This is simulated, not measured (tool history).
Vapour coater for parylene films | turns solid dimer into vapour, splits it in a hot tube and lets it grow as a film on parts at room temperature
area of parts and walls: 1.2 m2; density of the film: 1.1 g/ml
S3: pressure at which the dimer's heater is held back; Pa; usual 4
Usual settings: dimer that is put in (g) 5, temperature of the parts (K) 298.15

{"run": 1, "hour": 0.0, "dimer that is put in (g)": 5, "temperature of the parts (K)": 298.15, "S3": 4, "thickness of the film (µm)": 2.93}
{"run": 2, "hour": 39.4, "dimer that is put in (g)": 5, "temperature of the parts (K)": 298.15, "S3": 4, "thickness of the film (µm)": 2.94}
{"run": 3, "hour": 72.6, "dimer that is put in (g)": 5, "temperature of the parts (K)": 298.15, "S3": 4, "thickness of the film (µm)": 2.95}
{"run": 4, "hour": 129.9, "dimer that is put in (g)": 5, "temperature of the parts (K)": 298.15, "S3": 4, "thickness of the film (µm)": 2.95}
{"run": 5, "hour": 197.1, "dimer that is put in (g)": 5, "temperature of the parts (K)": 300.15, "S3": 4, "thickness of the film (µm)": 2.67}
{"hour": 244.5, "done": "trap's valve overhauled"}
{"run": 6, "hour": 244.5, "dimer that is put in (g)": 5, "temperature of the parts (K)": 300.15, "S3": 4, "thickness of the film (µm)": 2.7}
{"run": 7, "hour": 281.1, "dimer that is put in (g)": 5, "temperature of the parts (K)": 297.15, "S3": 4, "thickness of the film (µm)": 3.12}
{"run": 8, "hour": 344.6, "dimer that is put in (g)": 5, "temperature of the parts (K)": 292.15, "S3": 4, "thickness of the film (µm)": 3.73}
{"run": 9, "hour": 407.8, "dimer that is put in (g)": 5, "temperature of the parts (K)": 304.15, "S3": 4, "thickness of the film (µm)": 2.22}
{"run": 10, "hour": 439.8, "dimer that is put in (g)": 8, "temperature of the parts (K)": 298.15, "S3": 4, "thickness of the film (µm)": 4.78}
{"run": 11, "hour": 470.2, "dimer that is put in (g)": 5, "temperature of the parts (K)": 298.15, "S3": 4, "thickness of the film (µm)": 2.96}
{"run": 12, "hour": 520.9, "dimer that is put in (g)": 5, "temperature of the parts (K)": 298.15, "S3": 4, "thickness of the film (µm)": 2.98}
{"run": 13, "hour": 565.5, "dimer that is put in (g)": 5, "temperature of the parts (K)": 298.15, "S3": 4, "thickness of the film (µm)": 2.98}
{"run": 14, "hour": 603.9, "dimer that is put in (g)": 5, "temperature of the parts (K)": 298.15, "S3": 4, "thickness of the film (µm)": 2.98}
{"run": 15, "hour": 637.2, "dimer that is put in (g)": 5, "temperature of the parts (K)": 298.15, "S3": 4, "thickness of the film (µm)": 2.98}
{"run": 16, "hour": 694.8, "dimer that is put in (g)": 5, "temperature of the parts (K)": 298.15, "S3": 4, "thickness of the film (µm)": 3}
{"run": 17, "hour": 722.0, "dimer that is put in (g)": 5, "temperature of the parts (K)": 298.15, "S3": 4, "thickness of the film (µm)": 2.99}
{"run": 18, "hour": 767.2, "dimer that is put in (g)": 5, "temperature of the parts (K)": 298.15, "S3": 2.31, "thickness of the film (µm)": 3.21}
{"run": 19, "hour": 828.0, "dimer that is put in (g)": 2, "temperature of the parts (K)": 294.15, "S3": 2.52, "thickness of the film (µm)": 1.51}
{"hour": 840.8, "done": "gauge calibrated"}
{"run": 20, "hour": 892.5, "dimer that is put in (g)": 2, "temperature of the parts (K)": 294.15, "S3": 2.52, "thickness of the film (µm)": 1.49}
{"run": 21, "hour": 941.8, "dimer that is put in (g)": 2, "temperature of the parts (K)": 294.15, "S3": 2.52, "thickness of the film (µm)": 1.47}
{"run": 22, "hour": 981.5, "dimer that is put in (g)": 2, "temperature of the parts (K)": 301.15, "S3": 2.6, "thickness of the film (µm)": 1.06}
{"run": 23, "hour": 1017.0, "dimer that is put in (g)": 5, "temperature of the parts (K)": 290.15, "S3": 8.08, "thickness of the film (µm)": 3.73}
{"hour": 1031.5, "done": "trap's valve overhauled"}
{"run": 24, "hour": 1048.9, "dimer that is put in (g)": 2, "temperature of the parts (K)": 303.15, "S3": 8.08, "thickness of the film (µm)": 0.84}
{"run": 25, "hour": 1076.0, "dimer that is put in (g)": 6, "temperature of the parts (K)": 300.15, "S3": 6.02, "thickness of the film (µm)": 3.06}
{"run": 26, "hour": 1126.5, "dimer that is put in (g)": 6, "temperature of the parts (K)": 308.15, "S3": 8.58, "thickness of the film (µm)": 1.96}
{"run": 27, "hour": 1181.2, "dimer that is put in (g)": 2, "temperature of the parts (K)": 305.15, "S3": 11.92, "thickness of the film (µm)": 0.72}
{"run": 28, "hour": 1212.9, "dimer that is put in (g)": 5, "temperature of the parts (K)": 298.15, "S3": 5.13, "thickness of the film (µm)": 2.88}
{"run": 29, "hour": 1241.9, "dimer that is put in (g)": 5, "temperature of the parts (K)": 293.15, "S3": 4, "thickness of the film (µm)": 3.75}
{"run": 30, "hour": 1292.2, "dimer that is put in (g)": 7, "temperature of the parts (K)": 291.15, "S3": 9.32, "thickness of the film (µm)": 5.26}
{"run": 31, "hour": 1337.2, "dimer that is put in (g)": 7, "temperature of the parts (K)": 291.15, "S3": 9.32, "thickness of the film (µm)": 5.29}
{"run": 32, "hour": 1387.8, "dimer that is put in (g)": 2, "temperature of the parts (K)": 308.15, "S3": 10.92, "thickness of the film (µm)": 0.65}
{"run": 33, "hour": 1454.0, "dimer that is put in (g)": 5, "temperature of the parts (K)": 291.15, "S3": 2.05, "thickness of the film (µm)": 3.76}
{"run": 34, "hour": 1487.9, "dimer that is put in (g)": 4, "temperature of the parts (K)": 297.15, "S3": 11.32, "thickness of the film (µm)": 2.23}
{"run": 35, "hour": 1520.7, "dimer that is put in (g)": 9, "temperature of the parts (K)": 293.15, "S3": 6.6, "thickness of the film (µm)": 6.52}

Some steps in thickness of the film (µm) between neighbouring runs. How much of each would the tool show without its hidden state too (settings, what came in, random variation), and how much is left for the hidden state, with any gauge scatter that isn't in both results?
The hidden state here: vapour lost through the trap's worn valve, %; true temperature of the parts over the reading, C; drift of the gauge itself on film_um, %.
Run 31 -> 32: dimer that is put in (g) 7 -> 2, temperature of the parts (K) 291.15 -> 308.15, S3 9.32 -> 10.92. thickness of the film (µm) -4.64: hidden state -0.05, all else -4.59.
Run 32 -> 33: dimer that is put in (g) 2 -> 5, temperature of the parts (K) 308.15 -> 291.15, S3 10.92 -> 2.05. thickness of the film (µm) +3.11: hidden state +0.05, all else +3.06.
Run 34 -> 35: dimer that is put in (g) 4 -> 9, temperature of the parts (K) 297.15 -> 293.15, S3 11.32 -> 6.6. thickness of the film (µm) +4.29: hidden state +0.08, all else +4.21.
